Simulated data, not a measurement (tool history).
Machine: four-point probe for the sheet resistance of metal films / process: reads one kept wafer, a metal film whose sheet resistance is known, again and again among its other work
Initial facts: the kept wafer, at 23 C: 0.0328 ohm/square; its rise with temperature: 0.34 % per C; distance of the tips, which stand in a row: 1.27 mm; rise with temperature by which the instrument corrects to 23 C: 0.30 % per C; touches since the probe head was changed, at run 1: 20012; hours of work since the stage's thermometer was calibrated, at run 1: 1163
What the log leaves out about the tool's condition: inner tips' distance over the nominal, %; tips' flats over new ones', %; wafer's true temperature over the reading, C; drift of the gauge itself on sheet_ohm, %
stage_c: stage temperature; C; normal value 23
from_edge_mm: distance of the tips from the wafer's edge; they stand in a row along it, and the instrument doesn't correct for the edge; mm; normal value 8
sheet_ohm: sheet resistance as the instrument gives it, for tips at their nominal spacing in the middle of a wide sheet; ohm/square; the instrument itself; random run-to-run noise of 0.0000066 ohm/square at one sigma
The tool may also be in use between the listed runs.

run,hour,stage_c,from_edge_mm,touches since the probe head was changed,hours of work since the stage's thermometer was calibrated,sheet_ohm
1,0.0,23,8,20012,1163,0.033311
2,84.6,23,8,21161,1205,0.033307
3,188.8,23,8,22576,1256,0.033314
4,270.1,23,23,23682,1296,0.032930
5,387.6,23,23,25277,1354,0.032926
6,485.7,19,8,26610,1403,0.033260
7,556.6,22,8,27574,1438,0.033295
8,635.0,22,8,28639,1476,0.033290
9,748.5,22,8,30181,1532,0.033297
10,870.4,22,8,31837,1592,0.033307
11,974.3,22,8,33248,1644,0.033298
12,1055.7,20,8,34354,1684,0.033275
13,1161.3,20,8,35788,1736,0.033269
14,1249.5,20,8,36987,1779,0.033277
15,1378.8,20,8,38744,1843,0.033273
16,1444.9,20,8,39642,1876,0.033260
17,1561.0,23,8,41219,1933,0.033311
18,1667.5,23,8,42666,1985,0.033299
19,1733.5,23,8,43563,2018,0.033312
20,1854.4,23,17,45205,2078,0.032960
21,1909.1,32,8,45948,2105,0.033440
22,1973.8,32,8,46827,2136,0.033440
23,2052.9,32,8,47901,2175,0.033434
24,2106.5,32,8,48631,2202,0.033434
25,2205.7,32,8,49978,2251,0.033440
26,2300.0,31,6,51260,2297,0.033749
27,2423.2,27,70,52933,2358,0.032939
28,2512.8,28,53,54150,2402,0.032947
29,2608.1,35,8,55445,2449,0.033479
30,2720.9,33,8,56977,2505,0.033463
31,2845.4,33,8,58669,2566,0.033446
# hour 2934.3: stage's thermometer calibrated
32,2940.2,21,12,59950,3,0.032920
33,3013.7,29,4,60948,39,0.034512
34,3107.2,29,72,62219,85,0.032834
35,3213.4,22,39,63662,138,0.032761
36,3282.2,28,38,64596,172,0.032838
37,3347.3,30,62,65481,204,0.032865
38,3455.9,21,4,66957,257,0.034386
39,3539.6,21,4,68094,298,0.034399
40,3652.2,33,8,69623,354,0.033328
41,3743.2,23,28,70859,399,0.032779
42,3858.1,18,7,72420,456,0.033250
43,3985.7,31,6,74154,518,0.033635
44,4109.1,27,10,75831,579,0.033096
45,4188.0,27,10,76902,618,0.033085

4 ways to go on from here, each from the tool as it stands after run 45. What would each give?
A,4300.2,31,38,78426,674,?
B,4300.2,27,6,78426,674,?
C,4300.2,27,64,78426,674,?
D,4300.2,25,10,78426,674,?

run,sheet_ohm
A,0.032877
B,0.033575
C,0.032808
D,0.033050
What these runs would have given with no unlogged condition in the tool:
run,sheet_ohm
A,0.032931
B,0.033630
C,0.032861
D,0.033104

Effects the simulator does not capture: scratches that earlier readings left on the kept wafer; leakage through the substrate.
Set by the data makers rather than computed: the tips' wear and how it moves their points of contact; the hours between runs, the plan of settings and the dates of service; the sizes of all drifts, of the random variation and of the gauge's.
